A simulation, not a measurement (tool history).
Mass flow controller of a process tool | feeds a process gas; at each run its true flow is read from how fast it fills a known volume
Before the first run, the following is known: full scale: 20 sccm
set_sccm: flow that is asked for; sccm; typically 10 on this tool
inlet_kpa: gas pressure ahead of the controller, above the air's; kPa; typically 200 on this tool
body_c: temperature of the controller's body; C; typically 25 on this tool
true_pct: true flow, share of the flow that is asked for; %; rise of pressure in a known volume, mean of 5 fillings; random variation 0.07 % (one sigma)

run	hour	set_sccm	inlet_kpa	body_c	true_pct
1	0.0	10	200	25	98.62
2	254.1	10	200	25	98.50
3	456.5	10	200	25	98.37
4	594.5	10	200	25	98.48
5	901.6	10	200	25	98.31
6	1148.9	10	200	25	98.14
7	1407.8	10	200	25	98.34
8	1644.6	10	200	25	98.21
9	1912.1	10	200	25	98.24
10	2041.9	14	167	21	98.15
11	2329.7	8	184	38	98.96
12	2629.1	11	216	31	98.84
13	2884.3	4	200	28	97.36
14	3014.8	4	200	28	97.28

Selected run-to-run steps in true_pct, each split into two signed amounts: the part the tool would show with no hidden state at all (from settings, incoming material and random variation), and the remainder, which goes to the hidden state together with any gauge scatter not common to the measured and the hidden-state-free results:
Unlogged tool condition in this case: flow at rest that the sensor doesn't see, % of full scale; true flow over the shown one, %; drift of the gauge itself on true_pct, %.
Run 1 -> 2: settings left as they were, no log entry in between. true_pct -0.12 %: hidden state -0.06, all else -0.06.
Run 12 -> 13: set_sccm 11 -> 4, inlet_kpa 216 -> 200, body_c 31 -> 28. true_pct -1.48 %: hidden state -0.03, all else -1.45.

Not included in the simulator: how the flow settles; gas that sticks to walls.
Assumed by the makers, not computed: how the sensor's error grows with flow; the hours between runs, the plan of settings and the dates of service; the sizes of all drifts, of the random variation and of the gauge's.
